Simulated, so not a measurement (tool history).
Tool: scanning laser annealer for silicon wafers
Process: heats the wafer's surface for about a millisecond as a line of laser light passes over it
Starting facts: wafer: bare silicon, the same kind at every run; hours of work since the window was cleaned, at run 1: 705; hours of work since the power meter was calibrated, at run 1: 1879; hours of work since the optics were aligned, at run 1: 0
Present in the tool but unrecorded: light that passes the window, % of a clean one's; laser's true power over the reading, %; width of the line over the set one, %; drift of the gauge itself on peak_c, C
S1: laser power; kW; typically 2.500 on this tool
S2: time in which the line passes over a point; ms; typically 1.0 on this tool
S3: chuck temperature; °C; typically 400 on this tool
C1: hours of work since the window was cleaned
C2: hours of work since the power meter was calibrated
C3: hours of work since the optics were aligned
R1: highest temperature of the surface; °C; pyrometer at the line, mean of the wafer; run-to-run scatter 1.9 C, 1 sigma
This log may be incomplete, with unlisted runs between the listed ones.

run,hour,S1,S2,S3,C1,C2,C3,R1
1,0.0,2.500,1.0,400,705,1879,0,1112
2,50.8,2.295,1.0,400,741,1916,37,1039
3,123.4,2.295,1.0,435,794,1969,89,1073
4,177.7,2.376,1.0,400,833,2008,129,1064
# hour 229.2: window over the wafer cleaned
5,230.2,2.376,1.0,400,1,2045,165,1075
6,272.8,2.376,1.0,400,32,2076,196,1080
7,333.8,2.376,1.0,400,76,2120,240,1078
8,403.7,2.376,1.0,400,126,2170,291,1072
9,434.8,2.500,1.2,400,149,2193,313,1194
10,480.2,2.500,1.0,400,182,2226,346,1116
11,515.5,2.500,1.0,419,207,2251,372,1136
12,559.7,2.500,1.0,419,239,2283,404,1133
13,612.7,2.500,1.0,419,278,2322,442,1130
14,658.5,2.500,1.0,419,311,2355,475,1131
15,720.4,2.519,1.0,400,356,2400,520,1117
16,783.3,2.500,1.0,400,401,2445,566,1110

Predict the results of run 17:
17,839.0,2.500,1.0,400,442,2486,606,?

{"run 17": {"R1": 1109}}
Without the tool's hidden state the same run would have given R1 1119 °C.
